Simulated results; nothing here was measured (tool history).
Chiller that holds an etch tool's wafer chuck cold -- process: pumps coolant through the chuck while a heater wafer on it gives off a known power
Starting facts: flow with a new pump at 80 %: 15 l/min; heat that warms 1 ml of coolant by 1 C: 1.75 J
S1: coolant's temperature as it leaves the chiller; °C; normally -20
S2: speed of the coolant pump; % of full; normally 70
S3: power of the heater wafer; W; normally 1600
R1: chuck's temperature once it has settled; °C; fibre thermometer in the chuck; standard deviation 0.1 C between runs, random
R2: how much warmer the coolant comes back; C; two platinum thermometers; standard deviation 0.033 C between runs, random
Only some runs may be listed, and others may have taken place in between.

Run 1, hour 0.0: usual settings. Result: R1 -4.0 °C, R2 4.20 C.
Run 2, hour 29.7: usual settings. Result: R1 -3.9 °C, R2 4.21 C.
Run 3, hour 64.2: usual settings. Result: R1 -4.0 °C, R2 4.22 C.
Run 4, hour 104.6: usual settings. Result: R1 -3.9 °C, R2 4.14 C.
Run 5, hour 135.9: usual settings. Result: R1 -3.9 °C, R2 4.25 C.
Run 6, hour 174.8: usual settings. Result: R1 -3.9 °C, R2 4.20 C.
Run 7, hour 198.7: usual settings. Result: R1 -3.9 °C, R2 4.13 C.
Run 8, hour 224.2: usual settings. Result: R1 -3.9 °C, R2 4.24 C.
Run 9, hour 250.5: usual settings but S3 923 W. Result: R1 -10.5 °C, R2 2.41 C.
Run 10, hour 282.6: usual settings but S3 923 W. Result: R1 -10.6 °C, R2 2.42 C.
Run 11, hour 324.5: usual settings but S3 923 W. Result: R1 -10.5 °C, R2 2.45 C.
Run 12, hour 350.5: usual settings but S3 2345 W. Result: R1 3.7 °C, R2 6.15 C.
Run 13, hour 387.1: usual settings but S2 63 % of full. Result: R1 -2.3 °C, R2 4.66 C.
Run 14, hour 410.7: usual settings but S2 72 % of full. Result: R1 -4.3 °C, R2 4.12 C.
Run 15, hour 433.1: usual settings but S1 -27 °C. Result: R1 -10.7 °C, R2 4.16 C.
Run 16, hour 456.5: usual settings but S1 -27 °C. Result: R1 -10.8 °C, R2 4.21 C.
Run 17, hour 484.9: usual settings but S1 -27 °C. Result: R1 -10.8 °C, R2 4.19 C.
Run 18, hour 525.4: usual settings but S1 -21 °C, S2 76 % of full, S3 1048 W. Result: R1 -11.3 °C, R2 2.53 C.
Run 19, hour 545.6: usual settings but S1 -21 °C, S2 84 % of full, S3 2011 W. Result: R1 -3.2 °C, R2 4.34 C.
Run 20, hour 569.8: usual settings but S1 -21 °C, S2 84 % of full, S3 2011 W. Result: R1 -3.3 °C, R2 4.41 C.
Run 21, hour 606.7: usual settings but S1 -13 °C, S2 95 % of full, S3 977 W. Result: R1 -5.3 °C, R2 1.87 C.
Run 22, hour 645.5: usual settings but S1 -22 °C, S2 81 % of full, S3 839 W. Result: R1 -14.4 °C, R2 1.85 C.
Run 23, hour 679.8: usual settings but S1 -22 °C, S2 81 % of full, S3 839 W. Result: R1 -14.5 °C, R2 1.84 C.
Run 24, hour 720.5: usual settings but S1 -22 °C, S2 81 % of full, S3 839 W. Result: R1 -14.6 °C, R2 1.90 C.
Run 25, hour 741.3: usual settings but S1 -22 °C, S2 81 % of full, S3 839 W. Result: R1 -14.4 °C, R2 1.90 C.
Run 26, hour 760.1: usual settings but S1 -11 °C, S3 1301 W. Result: R1 2.3 °C, R2 3.39 C.
Run 27, hour 800.8: usual settings but S1 -11 °C, S3 1301 W. Result: R1 2.4 °C, R2 3.41 C.
Run 28, hour 838.3: usual settings but S1 -30 °C, S2 81 % of full, S3 1755 W. Result: R1 -14.2 °C, R2 3.94 C.
Run 29, hour 871.2: usual settings but S1 -15 °C. Result: R1 1.5 °C, R2 4.26 C.
Run 30, hour 899.9: usual settings but S1 -26 °C. Result: R1 -9.5 °C, R2 4.21 C.
Run 31, hour 936.7: usual settings but S1 -15 °C, S2 63 % of full. Result: R1 2.8 °C, R2 4.69 C.

Branching from run 31: 5 alternative next runs. What would each branch give?
Run A, hour 964.6: usual settings but S1 -28 °C, S2 63 % of full, S3 1150 W. Result: R1 ?, R2 ?.
Run B, hour 964.6: usual settings but S1 -21 °C, S2 63 % of full, S3 1035 W. Result: R1 ?, R2 ?.
Run C, hour 964.6: usual settings but S1 -23 °C. Result: R1 ?, R2 ?.
Run D, hour 964.6: usual settings. Result: R1 ?, R2 ?.
Run E, hour 964.6: usual settings but S1 -12 °C, S2 74 % of full. Result: R1 ?, R2 ?.

run     R1    R2
  A  -15.4  3.36
  B   -9.6  3.08
  C   -6.6  4.24
  D   -3.7  4.24
  E    3.6  4.02
What these runs would have given with no unlogged condition in the tool:
run     R1    R2
  A  -15.6  3.32
  B   -9.8  3.05
  C   -7.0  4.20
  D   -4.1  4.20
  E    3.3  3.98
